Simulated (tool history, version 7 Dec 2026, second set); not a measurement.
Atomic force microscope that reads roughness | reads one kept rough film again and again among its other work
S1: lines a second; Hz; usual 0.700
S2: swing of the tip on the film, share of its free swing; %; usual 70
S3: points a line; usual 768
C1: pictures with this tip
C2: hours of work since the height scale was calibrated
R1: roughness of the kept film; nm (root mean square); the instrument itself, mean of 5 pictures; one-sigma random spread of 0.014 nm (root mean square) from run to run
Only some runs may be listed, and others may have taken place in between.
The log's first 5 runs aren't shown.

| run | hour | S1 | S2 | S3 | C1 | C2 | R1 |
|---|---|---|---|---|---|---|---|
| 6 | 137.3 | 0.700 | 70 | 768 | 58 | 904 | 2.966 |
|  | 143.1 | new tip fitted |
| 7 | 157.6 | 0.700 | 70 | 768 | 19 | 917 | 3.119 |
| 8 | 187.9 | 0.700 | 70 | 768 | 60 | 937 | 2.964 |
|  | 191.1 | new tip fitted |
| 9 | 214.6 | 0.700 | 70 | 768 | 32 | 953 | 3.050 |
| 10 | 235.1 | 0.700 | 70 | 768 | 60 | 967 | 2.920 |
|  | 239.3 | new tip fitted |
| 11 | 266.5 | 0.700 | 70 | 768 | 36 | 987 | 3.020 |
|  | 287.5 | new tip fitted |
| 12 | 303.2 | 0.700 | 70 | 385 | 22 | 1010 | 3.100 |
|  | 335.4 | new tip fitted |
| 13 | 343.2 | 2.418 | 70 | 385 | 11 | 1035 | 2.822 |
| 14 | 368.9 | 0.700 | 70 | 304 | 46 | 1052 | 2.971 |
|  | 384.5 | new tip fitted |
| 15 | 389.9 | 0.700 | 81 | 768 | 8 | 1065 | 3.047 |
| 16 | 407.8 | 0.700 | 81 | 768 | 32 | 1077 | 2.921 |
|  | 431.6 | new tip fitted |
| 17 | 442.5 | 0.700 | 81 | 863 | 15 | 1099 | 3.055 |
|  | 478.9 | new tip fitted |
| 18 | 480.8 | 0.700 | 81 | 863 | 2 | 1123 | 3.066 |
| 19 | 520.6 | 1.884 | 70 | 268 | 56 | 1149 | 2.735 |
|  | 526.1 | new tip fitted |
| 20 | 563.1 | 0.588 | 70 | 768 | 50 | 1176 | 2.950 |

Expected results for the next run?
|  | 575.5 | new tip fitted |
| 21 | 592.7 | 0.588 | 70 | 768 | 24 | 1195 | ? |

R1: 3.124 nm (root mean square)
With the hidden condition absent and the run-to-run variation left alone, this run would have shown R1 3.272 nm (root mean square).

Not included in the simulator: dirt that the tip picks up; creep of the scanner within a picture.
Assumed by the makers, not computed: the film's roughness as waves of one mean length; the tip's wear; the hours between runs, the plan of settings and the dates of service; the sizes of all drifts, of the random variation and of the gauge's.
